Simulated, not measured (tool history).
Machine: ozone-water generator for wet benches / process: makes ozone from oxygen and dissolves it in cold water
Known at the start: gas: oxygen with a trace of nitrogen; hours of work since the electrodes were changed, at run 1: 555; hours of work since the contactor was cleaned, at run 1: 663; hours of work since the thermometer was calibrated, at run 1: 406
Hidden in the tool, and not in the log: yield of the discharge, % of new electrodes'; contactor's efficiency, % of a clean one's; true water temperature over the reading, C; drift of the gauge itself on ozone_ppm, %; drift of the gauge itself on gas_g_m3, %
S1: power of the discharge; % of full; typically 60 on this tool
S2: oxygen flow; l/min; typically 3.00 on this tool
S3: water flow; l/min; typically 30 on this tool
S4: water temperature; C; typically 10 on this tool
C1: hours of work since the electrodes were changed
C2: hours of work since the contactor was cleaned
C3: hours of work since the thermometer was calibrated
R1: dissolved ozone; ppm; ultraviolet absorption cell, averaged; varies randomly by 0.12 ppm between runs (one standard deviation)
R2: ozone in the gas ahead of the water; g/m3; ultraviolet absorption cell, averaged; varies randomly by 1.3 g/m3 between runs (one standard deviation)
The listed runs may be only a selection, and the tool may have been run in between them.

| run | hour | S1 | S2 | S3 | S4 | C1 | C2 | C3 | R1 | R2 |
|---|---|---|---|---|---|---|---|---|---|---|
| 1 | 0.0 | 60 | 3.00 | 30 | 10 | 555 | 663 | 406 | 12.2 | 239.4 |
| 2 | 35.7 | 41 | 3.00 | 30 | 10 | 580 | 688 | 431 | 9.4 | 189.0 |
| 3 | 70.2 | 94 | 3.00 | 30 | 10 | 603 | 712 | 455 | 15.8 | 312.2 |
| 4 | 94.3 | 60 | 3.00 | 41 | 10 | 620 | 728 | 471 | 8.5 | 240.8 |
| 5 | 146.6 | 60 | 3.00 | 41 | 10 | 657 | 765 | 508 | 8.3 | 240.6 |
| 6 | 202.7 | 60 | 3.00 | 41 | 10 | 696 | 804 | 547 | 8.5 | 239.8 |
| 7 | 239.3 | 60 | 3.00 | 41 | 10 | 721 | 829 | 572 | 8.3 | 240.1 |
| 8 | 268.7 | 60 | 3.00 | 41 | 10 | 741 | 849 | 592 | 8.5 | 240.5 |
| 9 | 308.0 | 60 | 3.00 | 20 | 10 | 769 | 877 | 620 | 18.6 | 240.3 |
| 10 | 361.3 | 60 | 3.00 | 30 | 10 | 806 | 914 | 657 | 12.1 | 243.1 |
| 11 | 410.4 | 60 | 3.00 | 30 | 10 | 840 | 948 | 691 | 12.0 | 240.4 |
| 12 | 434.8 | 60 | 3.00 | 30 | 10 | 857 | 965 | 708 | 12.1 | 242.8 |
| 13 | 463.3 | 60 | 3.00 | 30 | 10 | 876 | 985 | 728 | 12.2 | 242.2 |
| 14 | 488.6 | 60 | 3.00 | 30 | 8 | 894 | 1002 | 745 | 12.1 | 241.9 |
| 15 | 526.2 | 60 | 1.53 | 30 | 10 | 920 | 1028 | 771 | 9.0 | 321.2 |
| 16 | 582.0 | 60 | 1.53 | 30 | 10 | 959 | 1067 | 810 | 9.1 | 321.9 |
| 17 | 637.9 | 60 | 1.60 | 30 | 10 | 998 | 1106 | 849 | 9.1 | 317.7 |
| 18 | 694.7 | 41 | 2.48 | 30 | 10 | 1037 | 1145 | 888 | 8.9 | 210.3 |
| 19 | 746.9 | 41 | 4.88 | 30 | 9 | 1073 | 1182 | 925 | 11.6 | 158.1 |
| 20 | 805.8 | 84 | 3.00 | 30 | 7 | 1114 | 1222 | 965 | 15.0 | 297.5 |
| 21 | 852.9 | 44 | 2.83 | 23 | 7 | 1147 | 1255 | 998 | 13.5 | 208.0 |
| 22 | 877.0 | 44 | 3.38 | 47 | 7 | 1164 | 1272 | 1015 | 6.3 | 194.9 |
| 23 | 927.6 | 76 | 2.94 | 39 | 13 | 1199 | 1307 | 1050 | 10.1 | 281.0 |
| 24 | 955.8 | 73 | 4.89 | 45 | 6 | 1218 | 1327 | 1070 | 10.4 | 223.6 |
| 25 | 986.7 | 73 | 4.89 | 45 | 6 | 1240 | 1348 | 1091 | 10.7 | 223.4 |
| 26 | 1018.0 | 73 | 4.89 | 45 | 6 | 1262 | 1370 | 1113 | 10.6 | 224.2 |
| 27 | 1044.1 | 60 | 2.41 | 26 | 12 | 1280 | 1388 | 1131 | 12.7 | 266.6 |
| 28 | 1075.9 | 60 | 1.97 | 30 | 12 | 1302 | 1410 | 1153 | 9.9 | 294.4 |
| 29 | 1110.5 | 60 | 1.97 | 30 | 12 | 1326 | 1434 | 1177 | 9.8 | 292.3 |
| 30 | 1136.6 | 60 | 1.97 | 30 | 9 | 1344 | 1452 | 1195 | 10.2 | 290.4 |
| 31 | 1189.4 | 60 | 4.78 | 30 | 11 | 1381 | 1489 | 1232 | 14.0 | 202.3 |
| 32 | 1246.7 | 60 | 3.00 | 21 | 10 | 1420 | 1529 | 1272 | 17.6 | 247.2 |

5 ways to go on from here, each from the tool as it stands after run 32. What would each give?
| A | 1298.2 | 75 | 3.00 | 30 | 13 | 1456 | 1564 | 1307 | ? | ? |
| B | 1298.2 | 83 | 3.00 | 21 | 10 | 1456 | 1564 | 1307 | ? | ? |
| C | 1298.2 | 60 | 2.95 | 21 | 12 | 1456 | 1564 | 1307 | ? | ? |
| D | 1298.2 | 60 | 3.00 | 30 | 14 | 1456 | 1564 | 1307 | ? | ? |
| E | 1298.2 | 60 | 3.00 | 30 | 6 | 1456 | 1564 | 1307 | ? | ? |

| run | R1 | R2 |
|---|---|---|
| A | 13.4 | 279.5 |
| B | 21.4 | 296.5 |
| C | 17.4 | 247.9 |
| D | 11.6 | 245.5 |
| E | 12.1 | 247.1 |
Without the tool's hidden state the same runs would have given:
| run | R1 | R2 |
|---|---|---|
| A | 13.5 | 272.6 |
| B | 21.4 | 289.1 |
| C | 17.5 | 241.7 |
| D | 11.6 | 239.4 |
| E | 12.2 | 240.9 |
